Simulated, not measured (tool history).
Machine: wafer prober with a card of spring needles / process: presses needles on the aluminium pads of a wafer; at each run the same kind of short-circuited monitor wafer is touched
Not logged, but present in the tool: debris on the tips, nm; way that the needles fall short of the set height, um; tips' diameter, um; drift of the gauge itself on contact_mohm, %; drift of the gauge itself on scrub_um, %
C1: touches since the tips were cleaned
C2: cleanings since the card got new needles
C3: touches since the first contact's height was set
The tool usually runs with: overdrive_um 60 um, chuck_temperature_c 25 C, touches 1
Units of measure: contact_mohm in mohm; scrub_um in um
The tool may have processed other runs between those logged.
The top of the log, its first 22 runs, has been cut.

{"hour": 258.1, "done": "tips cleaned on abrasive film"}
{"run": 23, "hour": 264.8, "overdrive_um": 60, "chuck_temperature_c": 64, "touches": 1, "C1": 2781, "C2": 82, "C3": 139936, "contact_mohm": 432, "scrub_um": 14.33}
{"hour": 267.2, "done": "tips cleaned on abrasive film"}
{"run": 24, "hour": 272.7, "overdrive_um": 49, "chuck_temperature_c": 95, "touches": 1, "C1": 2297, "C2": 83, "C3": 143204, "contact_mohm": 513, "scrub_um": 11.57}
{"hour": 276.5, "done": "tips cleaned on abrasive film"}
{"hour": 285.3, "done": "tips cleaned on abrasive film"}
{"run": 25, "hour": 285.3, "overdrive_um": 49, "chuck_temperature_c": 95, "touches": 1, "C1": 0, "C2": 85, "C3": 148387, "contact_mohm": 290, "scrub_um": 11.59}
{"run": 26, "hour": 293.9, "overdrive_um": 49, "chuck_temperature_c": 95, "touches": 1, "C1": 3590, "C2": 85, "C3": 151977, "contact_mohm": 592, "scrub_um": 11.51}
{"hour": 295.1, "done": "tips cleaned on abrasive film"}
{"hour": 303.9, "done": "tips cleaned on abrasive film"}
{"run": 27, "hour": 310.0, "overdrive_um": 49, "chuck_temperature_c": 95, "touches": 1, "C1": 2546, "C2": 87, "C3": 158594, "contact_mohm": 538, "scrub_um": 11.51}
{"hour": 312.9, "done": "tips cleaned on abrasive film"}
{"run": 28, "hour": 317.3, "overdrive_um": 49, "chuck_temperature_c": 95, "touches": 1, "C1": 1864, "C2": 88, "C3": 161613, "contact_mohm": 471, "scrub_um": 11.48}
{"hour": 321.7, "done": "tips cleaned on abrasive film"}
{"run": 29, "hour": 328.9, "overdrive_um": 49, "chuck_temperature_c": 95, "touches": 1, "C1": 3039, "C2": 89, "C3": 166420, "contact_mohm": 559, "scrub_um": 11.46}
{"hour": 330.5, "done": "tips cleaned on abrasive film"}
{"hour": 340.0, "done": "tips cleaned on abrasive film"}
{"run": 30, "hour": 345.2, "overdrive_um": 49, "chuck_temperature_c": 95, "touches": 1, "C1": 2150, "C2": 91, "C3": 173097, "contact_mohm": 497, "scrub_um": 11.35}
{"hour": 349.7, "done": "tips cleaned on abrasive film"}
{"hour": 359.1, "done": "tips cleaned on abrasive film"}
{"run": 31, "hour": 359.1, "overdrive_um": 60, "chuck_temperature_c": 29, "touches": 2, "C1": 0, "C2": 93, "C3": 178835, "contact_mohm": 249, "scrub_um": 14.14}
{"hour": 368.3, "done": "tips cleaned on abrasive film"}
{"run": 32, "hour": 369.3, "overdrive_um": 68, "chuck_temperature_c": 110, "touches": 2, "C1": 420, "C2": 94, "C3": 183032, "contact_mohm": 281, "scrub_um": 16.14}

Predict each of these 4 candidate next runs independently; none follows another, all start after run 32:
{"hour": 377.2, "done": "tips cleaned on abrasive film"}
{"run": "A", "hour": 384.0, "overdrive_um": 42, "chuck_temperature_c": 111, "touches": 3, "C1": 2873, "C2": 95, "C3": 189151, "contact_mohm": "?", "scrub_um": "?"}
{"hour": 377.2, "done": "tips cleaned on abrasive film"}
{"run": "B", "hour": 384.0, "overdrive_um": 49, "chuck_temperature_c": 25, "touches": 1, "C1": 2873, "C2": 95, "C3": 189151, "contact_mohm": "?", "scrub_um": "?"}
{"hour": 377.2, "done": "tips cleaned on abrasive film"}
{"run": "C", "hour": 384.0, "overdrive_um": 53, "chuck_temperature_c": 32, "touches": 2, "C1": 2873, "C2": 95, "C3": 189151, "contact_mohm": "?", "scrub_um": "?"}
{"hour": 377.2, "done": "tips cleaned on abrasive film"}
{"run": "D", "hour": 384.0, "overdrive_um": 76, "chuck_temperature_c": 29, "touches": 2, "C1": 2873, "C2": 95, "C3": 189151, "contact_mohm": "?", "scrub_um": "?"}

run=A contact_mohm=423 scrub_um=9.63
run=B contact_mohm=577 scrub_um=11.38
run=C contact_mohm=412 scrub_um=12.39
run=D contact_mohm=316 scrub_um=18.05
With no hidden state in the tool, these same runs would have given:
run=A contact_mohm=270 scrub_um=10.38
run=B contact_mohm=235 scrub_um=12.13
run=C contact_mohm=236 scrub_um=13.14
run=D contact_mohm=229 scrub_um=18.79
